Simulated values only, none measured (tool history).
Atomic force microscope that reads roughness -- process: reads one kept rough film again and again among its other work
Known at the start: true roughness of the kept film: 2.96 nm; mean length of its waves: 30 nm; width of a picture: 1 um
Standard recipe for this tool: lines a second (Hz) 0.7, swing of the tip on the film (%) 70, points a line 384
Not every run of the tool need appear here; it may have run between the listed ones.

| run | day | lines a second (Hz) | swing of the tip on the film (%) | points a line | roughness of the kept film (nm (root mean square)) |
|---|---|---|---|---|---|
| 1 | 0 | 0.7 | 70 | 384 | 2.694 |
| 2 | 0.317 | 0.7 | 70 | 384 | 2.634 |
| 3 | 0.629 | 0.7 | 70 | 384 | 2.565 |
| 4 | 1.054 | 0.7 | 70 | 384 | 2.48 |
| 5 | 1.458 | 0.7 | 70 | 384 | 2.404 |
| 6 | 1.783 | 0.7 | 70 | 384 | 2.345 |
| 7 | 2.15 | 0.7 | 70 | 384 | 2.279 |
| 8 | 2.525 | 0.7 | 70 | 338 | 2.231 |
|  | 2.825 | new tip fitted |
| 9 | 2.879 | 0.7 | 70 | 338 | 2.647 |
| 10 | 3.179 | 0.7 | 70 | 384 | 2.602 |
| 11 | 3.617 | 0.7 | 70 | 384 | 2.524 |
| 12 | 4.075 | 0.7 | 70 | 384 | 2.439 |
| 13 | 4.358 | 0.7 | 70 | 384 | 2.408 |
| 14 | 4.767 | 0.7 | 70 | 384 | 2.324 |
| 15 | 5.25 | 0.7 | 70 | 384 | 2.255 |
|  | 5.671 | new tip fitted |
| 16 | 5.671 | 0.7 | 70 | 384 | 2.658 |
|  | 5.738 | height scale calibrated on a step standard |
| 17 | 6.138 | 0.7 | 70 | 384 | 2.611 |
| 18 | 6.388 | 0.7 | 70 | 384 | 2.552 |
| 19 | 6.642 | 0.7 | 70 | 384 | 2.499 |
| 20 | 7.042 | 0.7 | 77 | 384 | 2.405 |
| 21 | 7.375 | 0.7 | 70 | 384 | 2.374 |
| 22 | 7.7 | 0.7 | 70 | 384 | 2.318 |
| 23 | 8.046 | 0.7 | 70 | 384 | 2.261 |
| 24 | 8.362 | 0.7 | 70 | 384 | 2.236 |
|  | 8.546 | new tip fitted |
|  | 8.738 | height scale calibrated on a step standard, once more |
| 25 | 8.783 | 0.7 | 80 | 384 | 2.57 |
| 26 | 9.054 | 0.7 | 70 | 384 | 2.575 |
| 27 | 9.504 | 0.7 | 70 | 384 | 2.487 |
| 28 | 9.817 | 2.838 | 77 | 546 | 2.137 |
| 29 | 10.15 | 0.7 | 70 | 449 | 2.374 |
| 30 | 10.358 | 0.7 | 70 | 512 | 2.368 |
| 31 | 10.808 | 1.008 | 90 | 384 | 2.116 |
| 32 | 11.225 | 3.459 | 84 | 373 | 1.742 |
|  | 11.438 | new tip fitted |
| 33 | 11.621 | 3.459 | 84 | 373 | 2.063 |
| 34 | 11.967 | 2.012 | 67 | 602 | 2.479 |
| 35 | 12.408 | 2.012 | 67 | 602 | 2.392 |
| 36 | 12.896 | 2.012 | 67 | 602 | 2.305 |
| 37 | 13.146 | 2.012 | 67 | 602 | 2.267 |
| 38 | 13.4 | 2.012 | 67 | 602 | 2.214 |
| 39 | 13.617 | 2.012 | 67 | 602 | 2.188 |
| 40 | 14 | 2.012 | 76 | 602 | 2.048 |
|  | 14.25 | new tip fitted |
| 41 | 14.25 | 2.012 | 76 | 299 | 2.433 |
| 42 | 14.633 | 2.385 | 82 | 913 | 2.25 |
| 43 | 14.908 | 0.712 | 70 | 613 | 2.56 |
| 44 | 15.3 | 0.52 | 57 | 268 | 2.501 |
| 45 | 15.571 | 3.315 | 85 | 388 | 1.901 |
| 46 | 16.088 | 0.751 | 90 | 388 | 2.202 |
| 47 | 16.442 | 0.751 | 90 | 388 | 2.176 |
| 48 | 16.929 | 0.751 | 90 | 388 | 2.093 |
|  | 17.075 | new tip fitted |
| 49 | 17.3 | 0.628 | 70 | 289 | 2.621 |
| 50 | 17.771 | 2.668 | 59 | 384 | 2.472 |
| 51 | 18.171 | 0.7 | 70 | 392 | 2.442 |
| 52 | 18.608 | 2.144 | 61 | 370 | 2.31 |

4 options for the next run, each taken on its own from the tool as it stands now. Forecast them:
| A | 19.017 | 2.144 | 63 | 662 | ? |
| B | 19.017 | 0.946 | 58 | 554 | ? |
| C | 19.017 | 0.613 | 89 | 354 | ? |
| D | 19.017 | 1.072 | 58 | 547 | ? |

| run | roughness of the kept film (nm (root mean square)) |
|---|---|
| A | 2.253 |
| B | 2.35 |
| C | 2.226 |
| D | 2.349 |
With the hidden condition removed and each run's random variation left untouched, the same runs would have given:
| run | roughness of the kept film (nm (root mean square)) |
|---|---|
| A | 2.603 |
| B | 2.716 |
| C | 2.571 |
| D | 2.713 |

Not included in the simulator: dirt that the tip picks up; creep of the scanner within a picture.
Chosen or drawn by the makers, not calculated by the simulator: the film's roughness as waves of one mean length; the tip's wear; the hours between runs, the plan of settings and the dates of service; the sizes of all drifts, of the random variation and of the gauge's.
